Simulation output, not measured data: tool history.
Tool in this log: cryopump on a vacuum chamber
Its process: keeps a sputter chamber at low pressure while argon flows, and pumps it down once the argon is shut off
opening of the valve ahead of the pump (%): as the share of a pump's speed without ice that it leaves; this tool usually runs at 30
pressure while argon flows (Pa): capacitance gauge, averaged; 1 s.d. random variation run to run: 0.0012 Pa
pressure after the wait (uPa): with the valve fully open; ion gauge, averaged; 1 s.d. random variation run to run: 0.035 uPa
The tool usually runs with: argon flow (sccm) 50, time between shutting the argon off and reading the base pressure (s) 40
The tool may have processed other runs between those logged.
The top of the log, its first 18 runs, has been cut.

run    hour  argon flow (sccm)  time between shutting the argon off and reading the base pressure (s)  opening of the valve ahead of the pump (%)  pressure while argon flows (Pa)  pressure after the wait (uPa)
 19   593.4                 26                                                                    108                                          51                           0.1045                            1.1
 20   620.3                 26                                                                    108                                          51                           0.1044                           1.14
 21   667.1                 83                                                                     40                                          16                           0.9239                           2.19
 22   688.1                 83                                                                     40                                          16                           0.9252                           2.34
 23   709.3                 96                                                                    110                                          24                           0.7371                           1.28
        726  -- pump warmed up, emptied and cooled again
 24   747.1                 61                                                                    106                                          22                           0.4607                           1.06
 25   786.1                 61                                                                    106                                          22                           0.4566                           1.09
 26     808                 26                                                                    106                                          17                           0.2545                           1.16
 27   827.4                 26                                                                    106                                          17                           0.2547                           1.12
 28   865.6                 55                                                                     29                                          27                           0.3411                           2.78
 29   902.4                 55                                                                     29                                          27                           0.3442                           2.74
 30   931.7                 50                                                                    197                                          30                           0.2809                           0.97
 31   974.9                 50                                                                    197                                          30                           0.2835                           1.03
 32  1019.2                 50                                                                    197                                          30                           0.2821                           1.02
 33  1059.6                 50                                                                    197                                          30                           0.2838                           1.07

Each row is a separate what-if for the run after 33, all from the same tool condition, not one after another. Results?
  A  1082.1                 50                                                                    197                                          20                                ?                              ?
  B  1082.1                 50                                                                     40                                          23                                ?                              ?
  C  1082.1                 31                                                                    197                                          41                                ?                              ?

run  pressure while argon flows (Pa)  pressure after the wait (uPa)
  A                           0.4232                           1.05
  B                           0.3694                           2.34
  C                           0.1318                           1.05
The same runs, with their run-to-run variation unchanged, on a tool lacking any hidden condition would have given:
run  pressure while argon flows (Pa)  pressure after the wait (uPa)
  A                           0.4118                           0.62
  B                           0.3581                            1.9
  C                           0.1247                           0.61
